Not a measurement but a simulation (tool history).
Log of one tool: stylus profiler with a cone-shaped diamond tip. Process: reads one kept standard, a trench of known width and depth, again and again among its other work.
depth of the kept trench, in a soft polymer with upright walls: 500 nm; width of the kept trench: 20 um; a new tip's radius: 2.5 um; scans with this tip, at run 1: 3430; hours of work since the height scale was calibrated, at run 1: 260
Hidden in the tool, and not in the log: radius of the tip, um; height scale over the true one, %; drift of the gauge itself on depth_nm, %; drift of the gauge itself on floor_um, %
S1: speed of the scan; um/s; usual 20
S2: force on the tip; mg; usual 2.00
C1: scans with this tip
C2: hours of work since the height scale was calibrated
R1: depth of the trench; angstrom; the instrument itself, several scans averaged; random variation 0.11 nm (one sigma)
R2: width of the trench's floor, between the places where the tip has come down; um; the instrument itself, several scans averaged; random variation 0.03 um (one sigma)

run    hour  S1    S2    C1   C2      R1     R2
  1     0.0  20  2.00  3430  260  5029.0  16.33
  2    60.1  20  2.00  3864  293  5027.8  16.24
  3   120.8  20  2.00  4301  327  5027.2  16.22
  4   169.9  15  2.00  4654  353  5025.1  16.16
  5   263.3  15  2.00  5328  405  5026.3  16.04
  6   313.4  20  2.00  5689  432  5026.3  15.90
  7   397.6  20  2.00  6296  478  5024.0  15.91
  8   508.8  20  1.58  7098  539  5019.9  15.79
  9   600.0  20  1.58  7755  589  5017.5  15.64
 10   687.3  20  1.14  8384  637  5012.0  15.58
      798.3  -- new tip fitted, height scale calibrated
 11   798.3   7  1.16     0    0  5020.8  17.07
 12   876.7  38  0.97   565   43  5018.6  16.78
 13   984.0  38  0.97  1339  102  5018.0  16.64
 14  1084.0  25  1.65  2059  156  5024.4  16.65
 15  1178.6  25  1.65  2741  208  5022.7  16.53
 16  1276.5   6  2.00  3447  262  5025.1  16.45
 17  1337.4   6  2.00  3886  295  5026.8  16.34
 18  1452.9   6  3.63  4718  358  5040.2  16.26

Forecast each of these 4 alternatives for the next run:
  A  1536.1   5  4.73  5318  404   ?   ?
  B  1536.1  30  1.93  5318  404   ?   ?
  C  1536.1  32  4.18  5318  404   ?   ?
  D  1536.1  50  2.92  5318  404   ?   ?

run      R1     R2
  A  5048.9  16.19
  B  5023.1  16.11
  C  5044.6  16.07
  D  5033.3  16.10
Without the tool's hidden state the same runs would have given:
run      R1     R2
  A  5055.3  17.02
  B  5029.5  16.93
  C  5051.0  16.89
  D  5039.7  16.92

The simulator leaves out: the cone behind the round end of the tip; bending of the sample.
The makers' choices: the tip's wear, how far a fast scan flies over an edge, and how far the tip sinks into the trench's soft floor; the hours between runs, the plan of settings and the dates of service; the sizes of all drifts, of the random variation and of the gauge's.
